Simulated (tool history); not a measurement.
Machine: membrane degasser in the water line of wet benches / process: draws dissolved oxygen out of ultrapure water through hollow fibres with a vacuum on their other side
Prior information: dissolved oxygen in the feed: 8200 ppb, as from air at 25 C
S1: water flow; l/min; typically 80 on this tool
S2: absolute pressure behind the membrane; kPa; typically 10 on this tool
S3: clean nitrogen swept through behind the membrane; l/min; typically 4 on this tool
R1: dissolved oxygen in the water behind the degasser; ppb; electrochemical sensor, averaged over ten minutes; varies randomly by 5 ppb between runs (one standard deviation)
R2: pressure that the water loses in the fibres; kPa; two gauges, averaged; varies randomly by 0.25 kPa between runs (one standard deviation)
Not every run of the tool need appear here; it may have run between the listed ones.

| run | hour | S1 | S2 | S3 | R1 | R2 |
|---|---|---|---|---|---|---|
| 1 | 0 | 80 | 10 | 4 | 516.2 | 68.77 |
| 2 | 82.4 | 80 | 10 | 4 | 512.1 | 69.1 |
| 3 | 148.6 | 102 | 10 | 4 | 646.3 | 88.11 |
| 4 | 214 | 102 | 10 | 4 | 630.8 | 87.96 |
| 5 | 281.7 | 80 | 10 | 4 | 512.6 | 68.87 |
| 6 | 322.6 | 80 | 10 | 4 | 523.6 | 68.71 |
|  | 330.9 | vacuum gauge calibrated |
| 7 | 359.9 | 67 | 10 | 4 | 444.1 | 57.83 |
| 8 | 431.5 | 80 | 17.2 | 6.48 | 598.4 | 68.86 |
| 9 | 509.6 | 64 | 12.1 | 11.55 | 298.1 | 54.94 |
| 10 | 547.1 | 84 | 12.1 | 11.55 | 381.9 | 72.39 |
| 11 | 591 | 70 | 16.1 | 4.79 | 607.6 | 60.53 |
| 12 | 629.7 | 68 | 21 | 4.79 | 721.1 | 58.85 |

What will run 13 give?
| 13 | 666.1 | 52 | 17 | 4 | ? | ? |

{"run 13": {"R1": 537.3, "R2": 44.75}}
Take away the tool's hidden state, keep the run-to-run variation as it was, and the same run would have given R1 516.1 ppb, R2 44.11 kPa.
